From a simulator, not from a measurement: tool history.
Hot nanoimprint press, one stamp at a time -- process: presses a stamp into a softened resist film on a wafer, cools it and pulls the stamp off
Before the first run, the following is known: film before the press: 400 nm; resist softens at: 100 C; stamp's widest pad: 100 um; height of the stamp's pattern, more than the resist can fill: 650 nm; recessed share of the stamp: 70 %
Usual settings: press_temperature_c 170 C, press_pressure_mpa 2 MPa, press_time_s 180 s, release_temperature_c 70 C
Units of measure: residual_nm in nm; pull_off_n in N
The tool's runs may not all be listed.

run   hour  press_temperature_c  press_pressure_mpa  press_time_s  release_temperature_c  residual_nm  pull_off_n
  1      0                  170                   2           180                     70        218.2         177
  2   45.1                  170                   2           180                     70          217         183
      70.1  -- plate thermocouple calibrated
  3   79.8                  170                   2           180                     70        209.3         187
  4  142.6                  177                   2           180                     70          165         193
  5    194                  177                   2           180                     70        166.2         202
  6  226.6                  170                   2           180                     70        213.6         207
     268.8  -- stamp cleaned and given a new release coat
  7  284.3                  170                   2           180                     70        216.7         136
  8  339.3                  161                   2           180                     67        286.5         144

Run 9 is up next; what results do you expect?
  9  388.8                  161                   2           180                     67            ?           ?

residual_nm: 289.1 nm
pull_off_n: 156 N
Take away the tool's hidden state, keep the run-to-run variation as it was, and the same run would have given residual_nm 278.9 nm, pull_off_n 142 N.

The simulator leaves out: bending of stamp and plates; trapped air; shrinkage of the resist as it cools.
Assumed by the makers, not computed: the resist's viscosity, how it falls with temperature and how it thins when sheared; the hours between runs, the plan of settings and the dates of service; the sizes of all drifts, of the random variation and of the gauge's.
